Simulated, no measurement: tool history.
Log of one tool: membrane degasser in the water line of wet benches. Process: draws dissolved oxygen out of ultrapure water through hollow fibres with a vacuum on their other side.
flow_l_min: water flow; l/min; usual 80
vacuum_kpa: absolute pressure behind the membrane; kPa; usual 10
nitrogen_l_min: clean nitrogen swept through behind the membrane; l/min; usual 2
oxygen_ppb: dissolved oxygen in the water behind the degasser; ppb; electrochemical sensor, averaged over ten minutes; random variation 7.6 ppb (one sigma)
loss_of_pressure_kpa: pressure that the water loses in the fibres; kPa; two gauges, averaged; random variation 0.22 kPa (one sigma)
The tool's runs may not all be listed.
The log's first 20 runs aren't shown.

run,hour,flow_l_min,vacuum_kpa,nitrogen_l_min,hours since the membrane was changed,hours since the vacuum gauge was calibrated,hours since the vacuum lines were made tight,oxygen_ppb,loss_of_pressure_kpa
21,1026.3,104,21,1.02,3306,2572,2768,2518.4,71.5
22,1079.7,104,21,1.02,3359,2625,2822,2535.2,71.41
23,1142.4,77,23.4,2.07,3422,2688,2885,1485.4,52.97
24,1199.9,111,21.3,1.3,3480,2745,2942,2433.9,76.62
25,1268.7,80,14,1.69,3548,2814,3011,1130.1,55.16
26,1322,80,14,1.69,3602,2867,3064,1138.1,55.19
27,1369.6,68,16.5,2.55,3649,2915,3112,878.9,47.04
28,1434.7,101,10,2,3714,2980,3177,1024.6,69.7
29,1471,101,10,2,3751,3016,3213,1008.8,69.49
30,1522.6,93,10,2,3802,3068,3265,930.2,64.61
31,1576.4,51,10,3.29,3856,3122,3318,335.3,35.18

Forecast each of these 5 alternatives for the next run:
A,1644.8,53,9.2,0.89,3924,3190,3387,?,?
B,1644.8,49,10,2,3924,3190,3387,?,?
C,1644.8,80,6.7,2,3924,3190,3387,?,?
D,1644.8,53,13.7,3.29,3924,3190,3387,?,?
E,1644.8,95,12.5,1.93,3924,3190,3387,?,?

run,oxygen_ppb,loss_of_pressure_kpa
A,724.6,36.55
B,433.6,33.7
C,551.2,55.34
D,471.5,36.64
E,1165.3,65.63
Without the tool's hidden state the same runs would have given:
run,oxygen_ppb,loss_of_pressure_kpa
A,711.8,35.82
B,423.1,33.03
C,529.3,54.24
D,460.3,35.92
E,1140.9,64.33

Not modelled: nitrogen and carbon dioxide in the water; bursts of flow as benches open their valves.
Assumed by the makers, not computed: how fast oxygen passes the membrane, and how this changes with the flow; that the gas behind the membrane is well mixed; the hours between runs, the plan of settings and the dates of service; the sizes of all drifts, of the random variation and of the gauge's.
